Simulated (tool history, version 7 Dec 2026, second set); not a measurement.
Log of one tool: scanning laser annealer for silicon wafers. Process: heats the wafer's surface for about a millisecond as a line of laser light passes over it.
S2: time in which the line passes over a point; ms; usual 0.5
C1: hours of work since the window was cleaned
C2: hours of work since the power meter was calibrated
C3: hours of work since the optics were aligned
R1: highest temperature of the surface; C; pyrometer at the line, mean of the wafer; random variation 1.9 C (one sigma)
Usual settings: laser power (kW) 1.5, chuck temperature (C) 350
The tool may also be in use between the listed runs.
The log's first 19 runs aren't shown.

run 20 hour=204.4 | laser_power_(kW)=1.5 S2=0.398 chuck_temperature_(C)=329 | C1=539 C2=315 C3=999 | R1=973
run 21 hour=214.3 | laser_power_(kW)=1.5 S2=0.398 chuck_temperature_(C)=329 | C1=544 C2=320 C3=1003 | R1=972
run 22 hour=228.8 | laser_power_(kW)=1.354 S2=0.5 chuck_temperature_(C)=343 | C1=551 C2=327 C3=1010 | R1=977
run 23 hour=235.1 | laser_power_(kW)=1.354 S2=0.416 chuck_temperature_(C)=353 | C1=554 C2=330 C3=1013 | R1=936
run 24 hour=242.6 | laser_power_(kW)=1.629 S2=0.416 chuck_temperature_(C)=384 | C1=557 C2=333 C3=1016 | R1=1105
run 25 hour=255.9 | laser_power_(kW)=1.386 S2=0.374 chuck_temperature_(C)=384 | C1=563 C2=339 C3=1023 | R1=957
run 26 hour=266.4 | laser_power_(kW)=1.5 S2=0.57 chuck_temperature_(C)=350 | C1=568 C2=344 C3=1027 | R1=1097
run 27 hour=279.4 | laser_power_(kW)=1.5 S2=0.57 chuck_temperature_(C)=350 | C1=574 C2=350 C3=1033 | R1=1098
run 28 hour=286.7 | laser_power_(kW)=1.307 S2=0.385 chuck_temperature_(C)=379 | C1=577 C2=353 C3=1037 | R1=920
run 29 hour=294.7 | laser_power_(kW)=1.467 S2=0.361 chuck_temperature_(C)=324 | C1=581 C2=357 C3=1040 | R1=924
run 30 hour=309.1 | laser_power_(kW)=1.466 S2=0.362 chuck_temperature_(C)=366 | C1=587 C2=363 C3=1047 | R1=968
run 31 hour=319.6 | laser_power_(kW)=1.312 S2=0.5 chuck_temperature_(C)=337 | C1=592 C2=368 C3=1052 | R1=944
run 32 hour=331.2 | laser_power_(kW)=1.312 S2=0.5 chuck_temperature_(C)=337 | C1=598 C2=374 C3=1057 | R1=946
run 33 hour=346.5 | laser_power_(kW)=1.318 S2=0.447 chuck_temperature_(C)=351 | C1=605 C2=381 C3=1064 | R1=933
run 34 hour=355.5 | laser_power_(kW)=1.318 S2=0.447 chuck_temperature_(C)=351 | C1=609 C2=385 C3=1068 | R1=936
run 35 hour=367.7 | laser_power_(kW)=1.5 S2=0.426 chuck_temperature_(C)=312 | C1=614 C2=390 C3=1074 | R1=970
run 36 hour=379.2 | laser_power_(kW)=1.5 S2=0.426 chuck_temperature_(C)=312 | C1=620 C2=395 C3=1079 | R1=969
run 37 hour=394.1 | laser_power_(kW)=1.408 S2=0.5 chuck_temperature_(C)=334 | C1=626 C2=402 C3=1086 | R1=990
run 38 hour=402.8 | laser_power_(kW)=1.408 S2=0.5 chuck_temperature_(C)=334 | C1=630 C2=406 C3=1090 | R1=991
run 39 hour=413.4 | laser_power_(kW)=1.5 S2=0.5 chuck_temperature_(C)=332 | C1=635 C2=411 C3=1095 | R1=1038
run 40 hour=426.7 | laser_power_(kW)=1.5 S2=0.5 chuck_temperature_(C)=332 | C1=641 C2=417 C3=1101 | R1=1039
run 41 hour=437.9 | laser_power_(kW)=1.305 S2=0.59 chuck_temperature_(C)=317 | C1=646 C2=422 C3=1106 | R1=967

3 ways to go on from here, each from the tool as it stands after run 41. What would each give?
run A hour=447.9 | laser_power_(kW)=1.305 S2=0.59 chuck_temperature_(C)=369 | C1=651 C2=427 C3=1110 | R1=?
run B hour=447.9 | laser_power_(kW)=1.499 S2=0.59 chuck_temperature_(C)=369 | C1=651 C2=427 C3=1110 | R1=?
run C hour=447.9 | laser_power_(kW)=1.5 S2=0.5 chuck_temperature_(C)=334 | C1=651 C2=427 C3=1110 | R1=?

run=A R1=1016
run=B R1=1126
run=C R1=1042
Without the tool's hidden state the same runs would have given:
run=A R1=1043
run=B R1=1158
run=C R1=1071

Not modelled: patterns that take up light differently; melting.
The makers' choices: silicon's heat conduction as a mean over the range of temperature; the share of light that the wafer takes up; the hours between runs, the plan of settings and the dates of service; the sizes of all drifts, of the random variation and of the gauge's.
